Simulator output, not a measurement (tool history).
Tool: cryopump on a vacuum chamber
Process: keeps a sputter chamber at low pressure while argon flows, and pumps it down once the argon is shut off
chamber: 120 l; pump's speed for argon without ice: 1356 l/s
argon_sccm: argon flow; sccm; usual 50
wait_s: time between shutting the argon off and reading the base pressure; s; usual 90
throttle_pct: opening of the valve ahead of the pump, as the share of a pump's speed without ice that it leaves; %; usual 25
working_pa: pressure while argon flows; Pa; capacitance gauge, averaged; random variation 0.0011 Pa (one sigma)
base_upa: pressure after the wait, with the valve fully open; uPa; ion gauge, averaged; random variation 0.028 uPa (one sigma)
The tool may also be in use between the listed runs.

Run 1, day 0.000: usual settings. Result: working_pa 0.2537 Pa, base_upa 2.12 uPa.
Run 2, day 2.129: usual settings but argon_sccm 68 sccm. Result: working_pa 0.3478 Pa, base_upa 2.10 uPa.
Run 3, day 3.729: usual settings but argon_sccm 68 sccm. Result: working_pa 0.3496 Pa, base_upa 2.06 uPa.
Run 4, day 5.692: usual settings. Result: working_pa 0.2582 Pa, base_upa 2.18 uPa.
Run 5, day 7.442: usual settings. Result: working_pa 0.2551 Pa, base_upa 2.17 uPa.
Run 6, day 10.004: usual settings. Result: working_pa 0.2570 Pa, base_upa 2.28 uPa.
Run 7, day 11.338: usual settings. Result: working_pa 0.2560 Pa, base_upa 2.17 uPa.
Run 8, day 13.867: usual settings. Result: working_pa 0.2593 Pa, base_upa 2.22 uPa.
Run 9, day 16.071: usual settings but argon_sccm 33 sccm, wait_s 56 s, throttle_pct 15 %. Result: working_pa 0.2826 Pa, base_upa 2.97 uPa.
Run 10, day 17.454: usual settings but argon_sccm 60 sccm, throttle_pct 34 %. Result: working_pa 0.2323 Pa, base_upa 2.26 uPa.
Run 11, day 19.408: usual settings but argon_sccm 53 sccm, throttle_pct 53 %. Result: working_pa 0.1355 Pa, base_upa 2.27 uPa.
Run 12, day 20.942: usual settings but wait_s 26 s, throttle_pct 30 %. Result: working_pa 0.2178 Pa, base_upa 4.99 uPa.
Run 13, day 22.246: usual settings but wait_s 26 s, throttle_pct 30 %. Result: working_pa 0.2210 Pa, base_upa 4.84 uPa.
Run 14, day 24.825: usual settings but wait_s 26 s, throttle_pct 21 %. Result: working_pa 0.3068 Pa, base_upa 5.03 uPa.
Run 15, day 26.067: usual settings but argon_sccm 57 sccm, wait_s 46 s, throttle_pct 19 %. Result: working_pa 0.3910 Pa, base_upa 3.44 uPa.
Run 16, day 27.983: usual settings but argon_sccm 52 sccm, wait_s 45 s. Result: working_pa 0.2753 Pa, base_upa 3.44 uPa.

4 ways to go on from here, each from the tool as it stands after run 16. What would each give?
Run A, day 30.546: usual settings but argon_sccm 37 sccm, wait_s 69 s. Result: working_pa ?, base_upa ?.
Run B, day 30.546: usual settings but argon_sccm 99 sccm, throttle_pct 39 %. Result: working_pa ?, base_upa ?.
Run C, day 30.546: usual settings but argon_sccm 66 sccm, wait_s 34 s, throttle_pct 20 %. Result: working_pa ?, base_upa ?.
Run D, day 30.546: usual settings but argon_sccm 83 sccm, throttle_pct 59 %. Result: working_pa ?, base_upa ?.

run  working_pa  base_upa
  A      0.1963      2.74
  B      0.3456      2.45
  C      0.4272      4.13
  D      0.1982      2.39
Without the tool's hidden state the same runs would have given:
run  working_pa  base_upa
  A      0.1858      1.61
  B      0.3177      1.31
  C      0.4087      3.01
  D      0.1748      1.26
